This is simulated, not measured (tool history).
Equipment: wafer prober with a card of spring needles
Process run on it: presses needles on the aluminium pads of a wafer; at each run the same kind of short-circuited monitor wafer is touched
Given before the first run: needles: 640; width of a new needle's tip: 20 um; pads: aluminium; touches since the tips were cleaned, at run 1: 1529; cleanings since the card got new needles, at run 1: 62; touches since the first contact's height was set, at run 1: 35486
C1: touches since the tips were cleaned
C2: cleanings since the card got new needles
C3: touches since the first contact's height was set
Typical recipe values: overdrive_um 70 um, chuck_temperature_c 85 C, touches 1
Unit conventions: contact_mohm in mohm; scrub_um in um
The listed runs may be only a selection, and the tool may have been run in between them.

run 1 hour=0.0 | overdrive_um=70 chuck_temperature_c=85 touches=1 | C1=1529 C2=62 C3=35486 | contact_mohm=214 scrub_um=10.03
-- hour=11.3 tips cleaned on abrasive film
run 2 hour=15.9 | overdrive_um=70 chuck_temperature_c=85 touches=2 | C1=1292 C2=63 C3=39923 | contact_mohm=196 scrub_um=10.06
-- hour=28.1 tips cleaned on abrasive film
run 3 hour=42.8 | overdrive_um=70 chuck_temperature_c=106 touches=1 | C1=4131 C2=64 C3=47466 | contact_mohm=245 scrub_um=10.03
-- hour=44.0 tips cleaned on abrasive film
run 4 hour=58.1 | overdrive_um=70 chuck_temperature_c=106 touches=1 | C1=3967 C2=65 C3=51750 | contact_mohm=244 scrub_um=10.02
-- hour=60.0 tips cleaned on abrasive film
-- hour=75.3 tips cleaned on abrasive film
run 5 hour=82.7 | overdrive_um=70 chuck_temperature_c=85 touches=1 | C1=2079 C2=67 C3=58611 | contact_mohm=217 scrub_um=9.98
-- hour=92.1 tips cleaned on abrasive film
run 6 hour=94.7 | overdrive_um=70 chuck_temperature_c=85 touches=1 | C1=735 C2=68 C3=61944 | contact_mohm=197 scrub_um=9.99
-- hour=108.2 tips cleaned on abrasive film
run 7 hour=108.4 | overdrive_um=61 chuck_temperature_c=85 touches=1 | C1=46 C2=69 C3=65768 | contact_mohm=187 scrub_um=8.67
-- hour=124.5 tips cleaned on abrasive film
run 8 hour=134.9 | overdrive_um=89 chuck_temperature_c=85 touches=1 | C1=2915 C2=70 C3=73201 | contact_mohm=214 scrub_um=12.71
-- hour=140.2 tips cleaned on abrasive film
run 9 hour=151.5 | overdrive_um=70 chuck_temperature_c=85 touches=1 | C1=3177 C2=71 C3=77825 | contact_mohm=239 scrub_um=9.96
-- hour=156.5 tips cleaned on abrasive film
run 10 hour=169.3 | overdrive_um=70 chuck_temperature_c=85 touches=1 | C1=3594 C2=72 C3=82821 | contact_mohm=245 scrub_um=9.95
-- hour=172.7 tips cleaned on abrasive film
-- hour=188.9 tips cleaned on abrasive film
-- hour=189.2 height of the first contact set anew
run 11 hour=193.1 | overdrive_um=70 chuck_temperature_c=85 touches=1 | C1=1099 C2=74 C3=1099 | contact_mohm=210 scrub_um=10.10
-- hour=205.5 tips cleaned on abrasive film
run 12 hour=212.5 | overdrive_um=70 chuck_temperature_c=85 touches=1 | C1=1986 C2=75 C3=6545 | contact_mohm=218 scrub_um=10.07
-- hour=221.7 tips cleaned on abrasive film
run 13 hour=225.0 | overdrive_um=70 chuck_temperature_c=74 touches=1 | C1=913 C2=76 C3=10006 | contact_mohm=202 scrub_um=10.08
-- hour=237.3 tips cleaned on abrasive film
run 14 hour=238.5 | overdrive_um=70 chuck_temperature_c=85 touches=1 | C1=334 C2=77 C3=13788 | contact_mohm=188 scrub_um=10.08
-- hour=254.3 tips cleaned on abrasive film
run 15 hour=256.4 | overdrive_um=60 chuck_temperature_c=85 touches=1 | C1=590 C2=78 C3=18803 | contact_mohm=204 scrub_um=8.62
run 16 hour=268.4 | overdrive_um=60 chuck_temperature_c=85 touches=1 | C1=3946 C2=78 C3=22159 | contact_mohm=267 scrub_um=8.60
-- hour=269.7 tips cleaned on abrasive film
-- hour=286.1 tips cleaned on abrasive film
run 17 hour=286.1 | overdrive_um=77 chuck_temperature_c=102 touches=1 | C1=0 C2=80 C3=27092 | contact_mohm=183 scrub_um=11.07
run 18 hour=298.1 | overdrive_um=77 chuck_temperature_c=102 touches=1 | C1=3375 C2=80 C3=30467 | contact_mohm=227 scrub_um=11.07
-- hour=302.8 tips cleaned on abrasive film
-- hour=319.5 tips cleaned on abrasive film
run 19 hour=321.6 | overdrive_um=77 chuck_temperature_c=102 touches=1 | C1=604 C2=82 C3=37027 | contact_mohm=195 scrub_um=11.05
-- hour=335.0 tips cleaned on abrasive film
run 20 hour=348.0 | overdrive_um=77 chuck_temperature_c=75 touches=2 | C1=3632 C2=83 C3=44398 | contact_mohm=207 scrub_um=11.03
-- hour=350.3 tips cleaned on abrasive film
-- hour=366.4 tips cleaned on abrasive film
run 21 hour=366.7 | overdrive_um=77 chuck_temperature_c=75 touches=2 | C1=65 C2=85 C3=49606 | contact_mohm=176 scrub_um=11.04
-- hour=382.5 tips cleaned on abrasive film
run 22 hour=383.3 | overdrive_um=60 chuck_temperature_c=85 touches=2 | C1=216 C2=86 C3=54250 | contact_mohm=187 scrub_um=8.56
-- hour=399.5 tips cleaned on abrasive film
run 23 hour=406.7 | overdrive_um=60 chuck_temperature_c=36 touches=1 | C1=2019 C2=87 C3=60803 | contact_mohm=241 scrub_um=8.56
-- hour=415.9 tips cleaned on abrasive film
run 24 hour=426.0 | overdrive_um=60 chuck_temperature_c=80 touches=1 | C1=2823 C2=88 C3=66195 | contact_mohm=264 scrub_um=8.55
-- hour=432.9 tips cleaned on abrasive film
-- hour=448.7 tips cleaned on abrasive film
run 25 hour=451.0 | overdrive_um=80 chuck_temperature_c=60 touches=1 | C1=638 C2=90 C3=73172 | contact_mohm=192 scrub_um=11.42
-- hour=464.9 tips cleaned on abrasive film
run 26 hour=464.9 | overdrive_um=80 chuck_temperature_c=60 touches=1 | C1=0 C2=91 C3=77055 | contact_mohm=172 scrub_um=11.43
run 27 hour=479.9 | overdrive_um=58 chuck_temperature_c=33 touches=3 | C1=4213 C2=91 C3=81268 | contact_mohm=208 scrub_um=8.23
-- hour=481.8 tips cleaned on abrasive film
run 28 hour=495.1 | overdrive_um=58 chuck_temperature_c=33 touches=3 | C1=3740 C2=92 C3=85519 | contact_mohm=209 scrub_um=8.22
-- hour=497.0 tips cleaned on abrasive film
-- hour=504.9 height of the first contact set anew
-- hour=514.4 tips cleaned on abrasive film
run 29 hour=514.4 | overdrive_um=58 chuck_temperature_c=29 touches=3 | C1=0 C2=94 C3=2641 | contact_mohm=173 scrub_um=8.37
-- hour=530.1 tips cleaned on abrasive film
run 30 hour=532.6 | overdrive_um=58 chuck_temperature_c=66 touches=3 | C1=701 C2=95 C3=7736 | contact_mohm=186 scrub_um=8.35
-- hour=546.5 tips cleaned on abrasive film
run 31 hour=549.3 | overdrive_um=70 chuck_temperature_c=113 touches=1 | C1=765 C2=96 C3=12401 | contact_mohm=206 scrub_um=10.08

Some steps in contact_mohm, run to run, broken into two amounts with sign: the step expected even without the hidden condition (settings, incoming material, random variation), and the rest, left for the hidden condition together with whatever gauge scatter is not in both the measured and the hidden-condition-free result:
What the log doesn't record here: debris on the tips, nm; way that the needles fall short of the set height, um; tips' diameter, um; drift of the gauge itself on contact_mohm, %; drift of the gauge itself on scrub_um, %.
Run 15 -> 16: no setting changed, nothing entered. contact_mohm +63 mohm: hidden state +63, all else +0.
Run 16 -> 17: overdrive_um 60 -> 77, chuck_temperature_c 85 -> 102, tips cleaned on abrasive film, tips cleaned on abrasive film. contact_mohm -84 mohm: hidden state -88, all else +4.
Run 24 -> 25: overdrive_um 60 -> 80, chuck_temperature_c 80 -> 60, tips cleaned on abrasive film, tips cleaned on abrasive film. contact_mohm -72 mohm: hidden state -62, all else -10.
